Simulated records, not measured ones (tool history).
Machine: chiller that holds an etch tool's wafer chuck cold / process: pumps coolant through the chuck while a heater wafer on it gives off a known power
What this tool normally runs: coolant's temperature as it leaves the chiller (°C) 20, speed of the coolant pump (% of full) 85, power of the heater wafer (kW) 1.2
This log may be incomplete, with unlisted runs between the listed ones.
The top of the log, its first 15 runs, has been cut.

run    hour  coolant's temperature as it leaves the chiller (°C)  speed of the coolant pump (% of full)  power of the heater wafer (kW)  hours since the coolant was changed and the channels were flushed  hours since the pump was overhauled  hours since the chiller's thermometer was calibrated  chuck's temperature once it has settled (°C)  how much warmer the coolant comes back (C)
 16     550                                                   20                                     70                             1.2                                                               3748                                 2943                                                    79                                         32.34                                        3.24
 17   592.6                                                   13                                     85                           1.612                                                               3791                                 2986                                                   122                                         27.71                                         3.6
      612.6  -- coolant changed, channels flushed
 18   649.5                                                   10                                     91                           0.736                                                                 37                                 3036                                                   173                                         15.73                                        1.56
 19   675.6                                                   10                                     91                           0.736                                                                 63                                 3063                                                   199                                         15.77                                        1.55
 20   717.7                                                   21                                     85                             1.2                                                                105                                 3105                                                   241                                         30.82                                        2.66
 21   769.8                                                   14                                     99                           1.027                                                                157                                 3157                                                   293                                         21.53                                        1.99
 22   798.2                                                   14                                     99                           1.027                                                                186                                 3185                                                   322                                         21.62                                        1.99
 23   847.9                                                   20                                     91                            1.22                                                                235                                 3235                                                   371                                         29.56                                        2.55
 24     896                                                   20                                     95                           1.612                                                                283                                 3283                                                   419                                         32.33                                        3.31
 25   920.7                                                   29                                     70                           1.717                                                                308                                 3308                                                   444                                          44.8                                        4.66
 26   973.6                                                   20                                     74                             1.2                                                                361                                 3361                                                   497                                         30.96                                        3.08
 27   997.8                                                   20                                     61                             1.2                                                                385                                 3385                                                   521                                         31.99                                        3.73
 28  1038.9                                                   20                                     61                             1.2                                                                426                                 3426                                                   562                                          31.9                                        3.72
 29  1063.4                                                   20                                     61                             1.2                                                                451                                 3450                                                   587                                         32.17                                        3.73
 30  1108.8                                                   20                                     63                           1.015                                                                496                                 3496                                                   632                                         30.11                                        3.07
 31  1161.8                                                   27                                     61                           0.949                                                                549                                 3549                                                   685                                         36.73                                        2.97

Each row is a separate what-if for the run after 31, all from the same tool condition, not one after another. Results?
  A  1198.1                                                   20                                     85                           1.638                                                                585                                 3585                                                   721                                             ?                                           ?
  B  1198.1                                                   25                                     96                           0.618                                                                585                                 3585                                                   721                                             ?                                           ?
  C  1198.1                                                   16                                     61                             1.2                                                                585                                 3585                                                   721                                             ?                                           ?
  D  1198.1                                                   13                                     61                            0.61                                                                585                                 3585                                                   721                                             ?                                           ?
  E  1198.1                                                   27                                     79                           0.949                                                                585                                 3585                                                   721                                             ?                                           ?

run  chuck's temperature once it has settled (°C)  how much warmer the coolant comes back (C)
  A                                         33.49                                        3.73
  B                                         29.79                                        1.23
  C                                         28.17                                        3.78
  D                                         19.03                                        1.92
  E                                         35.16                                        2.31
With no hidden state in the tool, these same runs would have given:
run  chuck's temperature once it has settled (°C)  how much warmer the coolant comes back (C)
  A                                         32.61                                        3.43
  B                                         29.54                                        1.13
  C                                         27.38                                        3.48
  D                                         18.67                                        1.77
  E                                         34.66                                        2.12
